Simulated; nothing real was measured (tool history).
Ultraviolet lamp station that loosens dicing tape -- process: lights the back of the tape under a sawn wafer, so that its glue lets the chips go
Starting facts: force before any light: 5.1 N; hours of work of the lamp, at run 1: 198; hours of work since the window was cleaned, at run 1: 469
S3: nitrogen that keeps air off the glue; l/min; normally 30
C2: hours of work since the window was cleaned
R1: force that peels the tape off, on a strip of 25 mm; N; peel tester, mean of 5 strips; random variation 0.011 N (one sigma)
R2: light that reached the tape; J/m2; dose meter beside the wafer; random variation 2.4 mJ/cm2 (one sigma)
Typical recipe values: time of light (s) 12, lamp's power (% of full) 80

Run 1, hour 0: usual settings; hours of work of the lamp 198; C2 469. Result: R1 0.647 N, R2 2210 J/m2.
Run 2, hour 14: usual settings; hours of work of the lamp 204; C2 475. Result: R1 0.695 N, R2 2170 J/m2.
Run 3, hour 29.5: usual settings; hours of work of the lamp 211; C2 482. Result: R1 0.66 N, R2 2200 J/m2.
Run 4, hour 38: usual settings; hours of work of the lamp 215; C2 486. Result: R1 0.658 N, R2 2180 J/m2.
At hour 39.3: window cleaned of glue's vapour.
Run 5, hour 55.7: usual settings; hours of work of the lamp 223; C2 7. Result: R1 0.765 N, R2 1990 J/m2.
Run 6, hour 70.8: usual settings but S3 11 l/min; hours of work of the lamp 230; C2 14. Result: R1 1.431 N, R2 2010 J/m2.
Run 7, hour 83.7: usual settings but S3 11 l/min; hours of work of the lamp 236; C2 20. Result: R1 1.468 N, R2 2030 J/m2.
Run 8, hour 95.7: usual settings but S3 11 l/min; hours of work of the lamp 241; C2 26. Result: R1 1.435 N, R2 1970 J/m2.
Run 9, hour 102.6: usual settings but lamp's power (% of full) 86, S3 39 l/min; hours of work of the lamp 244; C2 29. Result: R1 0.602 N, R2 2100 J/m2.
Run 10, hour 110.8: usual settings but lamp's power (% of full) 86, S3 19 l/min; hours of work of the lamp 248; C2 32. Result: R1 0.95 N, R2 2130 J/m2.
Run 11, hour 123.7: usual settings but lamp's power (% of full) 86, S3 19 l/min; hours of work of the lamp 254; C2 38. Result: R1 0.962 N, R2 2110 J/m2.
At hour 132.1: window cleaned of glue's vapour, once more.
Run 12, hour 132.6: usual settings but time of light (s) 11, lamp's power (% of full) 86; hours of work of the lamp 258; C2 0. Result: R1 0.523 N, R2 2420 J/m2.

Alternative continuations, all from the tool just after run 12; predict every row:
Run A, hour 142.1: usual settings but time of light (s) 13, lamp's power (% of full) 64; hours of work of the lamp 262; C2 5. Result: R1 ?, R2 ?.
Run B, hour 142.1: usual settings but S3 35 l/min; hours of work of the lamp 262; C2 5. Result: R1 ?, R2 ?.
Run C, hour 142.1: usual settings but time of light (s) 11, lamp's power (% of full) 61; hours of work of the lamp 262; C2 5. Result: R1 ?, R2 ?.
Run D, hour 142.1: usual settings but S3 14 l/min; hours of work of the lamp 262; C2 5. Result: R1 ?, R2 ?.
Run E, hour 142.1: usual settings but time of light (s) 21, lamp's power (% of full) 86, S3 15 l/min; hours of work of the lamp 262; C2 5. Result: R1 ?, R2 ?.

run     R1    R2
  A  0.702  2150
  B  0.473  2420
  C  1.041  1680
  D  0.869  2430
  E  0.243  4580
With the hidden condition removed and each run's random variation left untouched, the same runs would have given:
run     R1    R2
  A  0.626  2280
  B  0.415  2580
  C  0.944  1790
  D  0.783  2590
  E  0.213  4880

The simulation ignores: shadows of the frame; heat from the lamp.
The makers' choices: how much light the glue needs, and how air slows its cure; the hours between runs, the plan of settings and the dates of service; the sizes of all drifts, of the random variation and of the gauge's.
